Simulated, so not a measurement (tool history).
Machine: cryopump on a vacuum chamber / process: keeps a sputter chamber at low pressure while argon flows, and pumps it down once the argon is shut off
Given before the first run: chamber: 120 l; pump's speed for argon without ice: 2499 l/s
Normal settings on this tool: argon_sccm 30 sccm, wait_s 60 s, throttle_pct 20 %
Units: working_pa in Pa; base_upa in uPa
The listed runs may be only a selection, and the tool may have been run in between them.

run	hour	argon_sccm	wait_s	throttle_pct	working_pa	base_upa
1	0	30	60	20	0.1024	1.76
2	48.4	30	60	20	0.1032	1.75
3	104.3	30	60	29	0.0723	1.82
4	159.7	30	60	29	0.0724	1.86
5	202.5	30	60	20	0.1034	1.86
6	254.3	30	60	20	0.1044	1.94
7	303.2	30	60	20	0.1053	1.96
8	350.5	30	60	20	0.1051	2.03
9	413.1	30	60	20	0.1047	2.07
10	467.9	30	60	20	0.1061	2.12
11	533.1	30	60	20	0.1068	2.16
12	578.6	48	60	20	0.1696	2.31
13	627.7	48	60	20	0.1714	2.29
14	665	30	60	21	0.1032	2.34
15	706.8	30	60	25	0.0869	2.33
16	764.1	30	60	20	0.1083	2.46
17	820.6	30	60	20	0.1098	2.48
18	868.4	16	37	23	0.0504	3.15
# hour 879.2: pump warmed up, emptied and cooled again
19	921.2	13	212	23	0.0377	1.48
20	957.7	13	212	23	0.0391	1.58
21	1005.8	13	212	23	0.0392	1.62
22	1043.5	34	70	49	0.0497	2.22
23	1098	20	70	45	0.0318	2.22
24	1159.6	53	30	45	0.0826	3.27
25	1214.2	13	26	58	0.016	3.69
26	1283.2	20	26	44	0.0325	3.7
27	1342.2	30	60	31	0.0693	2.52
28	1411.1	52	60	17	0.2128	2.6
# hour 1439.4: leaking fittings of the chamber tightened, without venting
29	1457.3	19	68	28	0.049	0.97
30	1497.6	19	68	28	0.0486	0.98
31	1535.9	14	60	41	0.0242	1.11
32	1572.9	23	70	19	0.0852	1.06
33	1619.8	28	60	20	0.0991	1.17

Branching from run 33: 3 alternative next runs. What would each branch give?
A	1678.5	28	40	20	?	?
B	1678.5	30	48	20	?	?
C	1678.5	30	81	20	?	?

run	working_pa	base_upa
A	0.0998	1.64
B	0.1068	1.43
C	0.1079	1.03
The same runs, with their run-to-run variation unchanged, on a tool lacking any hidden condition would have given:
run	working_pa	base_upa
A	0.0945	1.45
B	0.1011	1.23
C	0.1022	0.83
